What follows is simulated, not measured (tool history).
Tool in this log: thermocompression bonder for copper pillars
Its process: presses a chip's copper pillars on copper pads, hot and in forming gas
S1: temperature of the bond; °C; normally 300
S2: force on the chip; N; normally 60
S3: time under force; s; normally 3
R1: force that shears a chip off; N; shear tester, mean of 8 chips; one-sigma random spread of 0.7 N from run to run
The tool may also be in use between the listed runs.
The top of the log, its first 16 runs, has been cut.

{"run": 17, "hour": 909.0, "S1": 300, "S2": 60, "S3": 5, "R1": 87.3}
{"run": 18, "hour": 992.0, "S1": 300, "S2": 60, "S3": 6, "R1": 91.2}
{"run": 19, "hour": 1059.4, "S1": 300, "S2": 60, "S3": 3, "R1": 75.1}
{"run": 20, "hour": 1123.8, "S1": 300, "S2": 60, "S3": 3, "R1": 74.8}
{"run": 21, "hour": 1191.9, "S1": 300, "S2": 60, "S3": 3, "R1": 72.8}
{"hour": 1223.2, "done": "forming gas filter changed"}
{"run": 22, "hour": 1238.8, "S1": 312, "S2": 60, "S3": 4, "R1": 97.9}
{"run": 23, "hour": 1312.5, "S1": 272, "S2": 47, "S3": 4, "R1": 50.3}
{"run": 24, "hour": 1376.6, "S1": 272, "S2": 75, "S3": 8, "R1": 94.7}
{"run": 25, "hour": 1418.2, "S1": 272, "S2": 75, "S3": 8, "R1": 92.6}
{"run": 26, "hour": 1474.5, "S1": 272, "S2": 75, "S3": 8, "R1": 92.3}
{"run": 27, "hour": 1538.1, "S1": 272, "S2": 75, "S3": 8, "R1": 89.9}
{"run": 28, "hour": 1598.7, "S1": 305, "S2": 66, "S3": 8, "R1": 104.1}
{"hour": 1616.3, "done": "heater calibrated with a thermocouple chip"}
{"run": 29, "hour": 1662.1, "S1": 305, "S2": 75, "S3": 5, "R1": 107.9}
{"run": 30, "hour": 1750.7, "S1": 305, "S2": 75, "S3": 5, "R1": 105.5}
{"run": 31, "hour": 1829.4, "S1": 300, "S2": 60, "S3": 5, "R1": 90.5}
{"run": 32, "hour": 1880.6, "S1": 314, "S2": 89, "S3": 3, "R1": 105}
{"hour": 1937.1, "done": "force cell calibrated"}
{"run": 33, "hour": 1960.1, "S1": 314, "S2": 89, "S3": 3, "R1": 103.5}
{"run": 34, "hour": 2000.7, "S1": 314, "S2": 89, "S3": 3, "R1": 103}
{"hour": 2033.9, "done": "forming gas filter changed"}
{"run": 35, "hour": 2040.1, "S1": 300, "S2": 50, "S3": 3, "R1": 73}
{"run": 36, "hour": 2109.7, "S1": 297, "S2": 60, "S3": 5, "R1": 93.2}
{"run": 37, "hour": 2172.2, "S1": 307, "S2": 81, "S3": 3, "R1": 105.3}
{"run": 38, "hour": 2228.6, "S1": 323, "S2": 39, "S3": 2, "R1": 62.6}
{"run": 39, "hour": 2280.7, "S1": 323, "S2": 39, "S3": 2, "R1": 61.9}

Alternative continuations, all from the tool just after run 39; predict every row:
{"run": "A", "hour": 2366.8, "S1": 295, "S2": 74, "S3": 2, "R1": "?"}
{"run": "B", "hour": 2366.8, "S1": 300, "S2": 60, "S3": 3, "R1": "?"}
{"run": "C", "hour": 2366.8, "S1": 278, "S2": 39, "S3": 3, "R1": "?"}
{"run": "D", "hour": 2366.8, "S1": 272, "S2": 39, "S3": 3, "R1": "?"}

run=A R1=80.5
run=B R1=80.4
run=C R1=40
run=D R1=36.3
Without the tool's hidden state the same runs would have given:
run=A R1=86
run=B R1=85.8
run=C R1=43.2
run=D R1=39.3
